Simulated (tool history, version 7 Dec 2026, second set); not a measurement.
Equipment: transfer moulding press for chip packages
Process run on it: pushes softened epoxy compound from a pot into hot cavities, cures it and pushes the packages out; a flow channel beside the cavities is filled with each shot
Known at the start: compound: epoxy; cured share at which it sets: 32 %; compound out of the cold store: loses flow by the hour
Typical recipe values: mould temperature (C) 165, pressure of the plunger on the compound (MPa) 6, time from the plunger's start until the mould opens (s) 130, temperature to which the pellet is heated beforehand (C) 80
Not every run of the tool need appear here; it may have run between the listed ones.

run,hour,mould temperature (C),pressure of the plunger on the compound (MPa),time from the plunger's start until the mould opens (s),temperature to which the pellet is heated beforehand (C),incoming compound's hours out of the cold store,length that the compound runs in the flow channel (mm),greatest force on the pins that push the packages out (N)
1,0,165,6,130,80,16.7,865,257
2,21.2,165,6,130,80,42.2,759,296
3,53.7,165,6,130,80,46.5,742,351
4,72.2,165,6,130,80,37.5,770,379
# hour 96.9: plunger's sealing rings changed
5,108.8,165,6,130,80,37.5,857,390
# hour 119.5: cavities cleaned with cleaning compound and waxed
6,128.5,165,6,130,80,32.2,870,232
7,158.6,165,6,130,80,12.3,970,315
8,193.7,165,6,130,80,22.5,909,349
9,219.7,165,6,130,80,27.6,883,389
10,236.3,165,6,130,80,41.5,821,375
# hour 252.9: cavities cleaned with cleaning compound and waxed
11,277.6,165,6,130,80,36.3,840,264
12,310.6,165,6,130,80,20.5,906,334
13,327.6,165,6,130,80,44,799,337
14,349.5,165,6,130,80,36.6,834,380
15,372.7,165,6,130,80,28,865,393
# hour 384.3: cavities cleaned with cleaning compound and waxed
16,393.3,165,6,130,80,32.4,845,234
17,426.1,165,6,130,80,44.6,790,298
18,464.6,165,6,130,80,38.5,805,356
19,484.7,165,6,137,80,46.3,776,363
20,504.6,158,5.52,130,89,32.3,814,604
# hour 516.7: cavities cleaned with cleaning compound and waxed
21,540.9,158,5.51,130,89,20.5,854,410
22,571.7,165,7.39,163,85,24.3,947,299
23,588.2,165,5.94,130,86,31.2,806,339
24,611.6,165,5.94,130,86,26.7,824,378
25,639,165,4.73,123,86,11.8,794,427
# hour 648.1: cavities cleaned with cleaning compound and waxed
26,673.4,157,7.45,130,80,14.4,1009,494
27,698.7,157,7.45,130,80,29.6,939,517
28,716.4,173,6,130,75,8.9,866,294
29,739.3,165,6,155,82,34.1,788,336

3 ways to go on from here, each from the tool as it stands after run 29. What would each give?
A,758.4,168,6,130,80,25,?,?
B,758.4,165,6,155,79,43.5,?,?
C,758.4,162,6,155,80,39.7,?,?

run,length that the compound runs in the flow channel (mm),greatest force on the pins that push the packages out (N)
A,810,357
B,748,342
C,777,378
With the hidden condition removed and each run's random variation left untouched, the same runs would have given:
run,length that the compound runs in the flow channel (mm),greatest force on the pins that push the packages out (N)
A,901,192
B,832,179
C,865,206
